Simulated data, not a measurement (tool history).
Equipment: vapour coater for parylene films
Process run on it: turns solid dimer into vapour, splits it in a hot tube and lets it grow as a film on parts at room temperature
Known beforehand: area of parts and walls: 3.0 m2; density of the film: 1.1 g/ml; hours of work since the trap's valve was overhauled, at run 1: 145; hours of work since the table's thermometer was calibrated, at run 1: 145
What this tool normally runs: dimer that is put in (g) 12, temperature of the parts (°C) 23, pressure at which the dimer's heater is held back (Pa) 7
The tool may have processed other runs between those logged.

run    hour  dimer that is put in (g)  temperature of the parts (°C)  pressure at which the dimer's heater is held back (Pa)  hours of work since the trap's valve was overhauled  hours of work since the table's thermometer was calibrated  thickness of the film (µm)
  1       0                        12                             23                                                       7                                                  145                                                         145                       1.859
  2    30.5                        12                             23                                                       7                                                  167                                                         167                       1.845
  3    54.9                        12                             23                                                       7                                                  185                                                         185                       1.839
  4    99.1                        12                             23                                                       7                                                  217                                                         217                       1.828
      154.6  -- trap's valve overhauled
  5   154.6                        12                             23                                                       7                                                    0                                                         254                       1.922
  6   194.5                        12                             23                                                       7                                                   29                                                         283                       1.904
  7   244.7                        12                             23                                                       7                                                   66                                                         320                       1.898
  8   299.4                        12                             23                                                       7                                                  105                                                         360                       1.865
  9   322.3                        12                             23                                                       7                                                  122                                                         376                       1.865
 10   353.8                        12                             23                                                       7                                                  145                                                         399                       1.858
 11     379                         9                             23                                                       7                                                  163                                                         418                       1.384
 12   401.5                        12                             23                                                       7                                                  180                                                         434                        1.84
 13   443.8                        12                             23                                                       7                                                  211                                                         465                       1.822
      447.3  -- table's thermometer calibrated
 14     471                        12                             23                                                       7                                                  230                                                          17                        1.81
      511.2  -- trap's valve overhauled
 15     527                        12                             23                                                       7                                                   11                                                          55                       1.929
 16     567                        12                             23                                                       7                                                   41                                                          84                       1.913
      609.4  -- table's thermometer calibrated, once more
 17   619.4                        12                             23                                                    5.52                                                   78                                                           7                        1.99
 18     665                        12                             23                                                    5.52                                                  111                                                          40                       1.981
 19   719.7                        12                             23                                                    5.52                                                  151                                                          80                       1.956
 20   769.5                        12                             23                                                    5.52                                                  187                                                         117                       1.936
 21   802.6                        12                             23                                                       7                                                  211                                                         141                       1.836
 22   856.4                        12                             23                                                    3.96                                                  251                                                         180                       2.025
      864.8  -- trap's valve overhauled
 23   904.1                        12                             23                                                     6.7                                                   29                                                         212                       1.947
 24   957.6                        12                             23                                                     6.7                                                   68                                                         251                       1.926
 25  1001.8                        12                             23                                                     6.7                                                  100                                                         283                       1.903
 26  1036.6                        12                             23                                                     6.7                                                  125                                                         308                       1.899
 27  1085.1                        12                             21                                                       7                                                  160                                                         343                       2.049
 28  1123.6                        12                             21                                                       7                                                  188                                                         371                       2.036
 29  1159.7                         7                             21                                                    3.47                                                  215                                                         398                       1.351
 30    1211                         7                             21                                                    3.47                                                  252                                                         435                       1.334
     1219.5  -- trap's valve overhauled
 31  1239.8                        20                             17                                                    5.84                                                   15                                                         453                       4.454
 32  1270.1                        14                             17                                                    5.84                                                   37                                                         475                       3.107
 33  1295.1                        14                             18                                                    7.08                                                   55                                                         493                       2.824
 34  1346.1                         6                             20                                                       7                                                   92                                                         531                       1.097
 35  1389.5                         6                             20                                                       7                                                  124                                                         562                       1.093
 36  1435.4                         6                             20                                                       7                                                  157                                                         596                       1.078
 37  1461.3                        20                             25                                                     5.4                                                  176                                                         614                       2.979
 38  1509.6                        12                             18                                                     2.8                                                  211                                                         650                       2.806
 39  1563.2                        11                             19                                                     2.8                                                  250                                                         689                       2.442
     1572.1  -- trap's valve overhauled
 40  1592.6                        11                             19                                                     2.8                                                   15                                                         707                        2.59
 41  1620.5                        11                             19                                                     2.8                                                   35                                                         727                       2.571
 42    1658                        11                             19                                                     2.8                                                   63                                                         755                       2.553
 43  1693.1                        11                             19                                                     2.8                                                   88                                                         780                        2.54
 44  1718.5                        21                             23                                                    8.71                                                  107                                                         799                       3.187
 45  1745.3                        11                             33                                                    2.03                                                  126                                                         818                       1.382
 46  1770.7                        11                             33                                                    2.03                                                  145                                                         837                       1.375
 47  1804.6                         6                             18                                                   11.76                                                  169                                                         862                       1.072

Subtracting, for every run, the result it would have given without the tool's unlogged condition from the measured result gives the following. The same run-to-run variation enters both numbers; the gauge's scatter may not:
The hidden state here: vapour lost through the trap's worn valve, %; true temperature of the parts over the reading, C; drift of the gauge itself on film_um, %.
run  thickness of the film (µm)
  1                       -0.08
  2                      -0.089
  3                      -0.098
  4                      -0.111
  5                      -0.012
  6                      -0.026
  7                      -0.044
  8                      -0.063
  9                      -0.071
 10                       -0.08
 11                      -0.067
 12                      -0.096
 13                      -0.112
 14                      -0.121
 15                      -0.008
 16                      -0.022
 17                       -0.04
 18                      -0.056
 19                      -0.075
 20                      -0.093
 21                      -0.102
 22                      -0.134
 23                       -0.01
 24                       -0.03
 25                      -0.044
 26                      -0.057
 27                       -0.08
 28                      -0.095
 29                      -0.072
 30                      -0.086
 31                      +0.009
 32                      -0.011
 33                      -0.022
 34                      -0.019
 35                      -0.027
 36                      -0.036
 37                      -0.111
 38                      -0.132
 39                      -0.138
 40                      +0.012
 41                      -0.001
 42                       -0.02
 43                      -0.036
 44                      -0.061
 45                      -0.033
 46                       -0.04
 47                      -0.038
